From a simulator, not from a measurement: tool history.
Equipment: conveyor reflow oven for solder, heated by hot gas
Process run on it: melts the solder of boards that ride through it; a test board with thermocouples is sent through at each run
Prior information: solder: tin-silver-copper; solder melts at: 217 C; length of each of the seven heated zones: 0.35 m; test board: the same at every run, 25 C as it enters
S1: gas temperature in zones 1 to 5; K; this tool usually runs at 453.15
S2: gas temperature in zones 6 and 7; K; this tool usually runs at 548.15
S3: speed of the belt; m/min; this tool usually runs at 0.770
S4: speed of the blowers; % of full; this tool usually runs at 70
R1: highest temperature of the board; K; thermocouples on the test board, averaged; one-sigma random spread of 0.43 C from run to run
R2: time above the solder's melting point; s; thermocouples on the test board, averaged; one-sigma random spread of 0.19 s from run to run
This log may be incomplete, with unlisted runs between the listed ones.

run	day	S1	S2	S3	S4	R1	R2
1	0.000	453.15	548.15	0.770	70	530.95	44.7
2	0.721	453.15	548.15	0.770	88	532.95	46.7
3	1.604	453.15	548.15	0.770	88	533.95	46.3
4	2.750	453.15	548.15	0.770	88	533.45	46.4
5	4.042	453.15	548.15	0.770	88	534.35	46.3
6	4.858	453.15	548.15	0.770	88	533.35	46.1
7	5.904	453.15	548.15	0.770	70	530.35	44.6
8	6.771	453.15	548.15	0.770	70	530.65	44.6
# day 6.992: belt drive overhauled, speed set with a stopwatch
9	8.062	453.15	548.15	0.770	70	530.45	44.3
10	9.196	453.15	548.15	0.770	70	529.95	44.6
# day 9.525: flux residue cleaned out of gas plates and filters
# day 9.800: belt drive overhauled, speed set with a stopwatch, once more
11	10.612	453.15	548.15	0.770	52	526.65	41.3
12	11.292	453.15	548.15	0.770	70	530.85	44.3
13	11.883	453.15	548.15	0.770	76	532.35	45.3
14	12.567	443.15	553.15	0.861	54	523.35	32.7
15	13.246	458.15	553.15	0.861	52	526.25	37.9
16	14.058	453.15	555.15	0.770	81	538.15	47.9
17	15.325	453.15	555.15	0.770	81	538.35	47.8
18	15.954	453.15	555.15	0.770	81	538.05	47.6
19	16.592	458.15	540.15	0.686	86	529.65	52.0
20	17.246	458.15	540.15	0.686	86	529.95	52.5
21	18.512	462.15	548.15	0.796	70	530.55	45.4
22	19.883	453.15	544.15	0.776	70	525.85	42.2
23	20.762	462.15	549.15	0.770	70	531.45	48.0

Run 24 comes next. What will it give?
24	21.488	464.15	561.15	0.914	65	?	?

{"run 24": {"R1": 534.55, "R2": 41.0}}
Minus the tool's unlogged condition, the same run would have read R1 536.05 K, R2 41.5 s.

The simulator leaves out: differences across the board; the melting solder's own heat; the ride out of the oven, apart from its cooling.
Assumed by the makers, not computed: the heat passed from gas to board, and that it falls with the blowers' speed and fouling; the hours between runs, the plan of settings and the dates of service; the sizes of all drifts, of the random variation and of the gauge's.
